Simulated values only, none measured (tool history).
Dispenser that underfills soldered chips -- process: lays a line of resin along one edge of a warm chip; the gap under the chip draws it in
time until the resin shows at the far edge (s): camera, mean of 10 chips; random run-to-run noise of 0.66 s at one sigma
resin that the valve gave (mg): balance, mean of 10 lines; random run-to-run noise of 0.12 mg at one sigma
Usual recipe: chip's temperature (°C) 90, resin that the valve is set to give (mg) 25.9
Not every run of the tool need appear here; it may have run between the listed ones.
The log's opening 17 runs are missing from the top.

run,hour,chip's temperature (°C),resin that the valve is set to give (mg),time until the resin shows at the far edge (s),resin that the valve gave (mg)
18,58.3,90,25.9,79.8,25.43
# hour 61.2: new syringe of resin
19,61.5,93,33.5,52.6,32.78
20,64.1,104,22.6,36.9,22.38
21,67,104,22.6,38.9,22.27
22,71.5,100,26.2,48.5,25.65
23,75.9,90,26.8,82.9,26.27
# hour 79: new syringe of resin
24,81.3,85,22.6,78.4,21.98
25,84.7,85,22.6,83.3,22.05
26,88,85,22.6,89.6,21.83
27,90.1,97,24,57.5,23.33
28,92.9,97,24.3,61.6,23.4
# hour 97.1: new syringe of resin
29,98.1,97,24.3,46.1,23.48
30,101.2,98,27.9,46.7,26.95
31,106.1,76,22.7,135.3,21.84
32,110.4,85,30.2,97.6,28.92
# hour 114.9: new syringe of resin
33,114.9,85,30.2,70.7,28.72
34,118.3,85,30.2,75.1,29.01

Predict the results of run 35:
35,120.4,78,33.5,?,?

For run 35 the tool returned time until the resin shows at the far edge (s) 106.4, resin that the valve gave (mg) 31.97.
If the tool had no hidden condition, the same run with the same run-to-run variation would have returned time until the resin shows at the far edge (s) 96.2, resin that the valve gave (mg) 33.47.
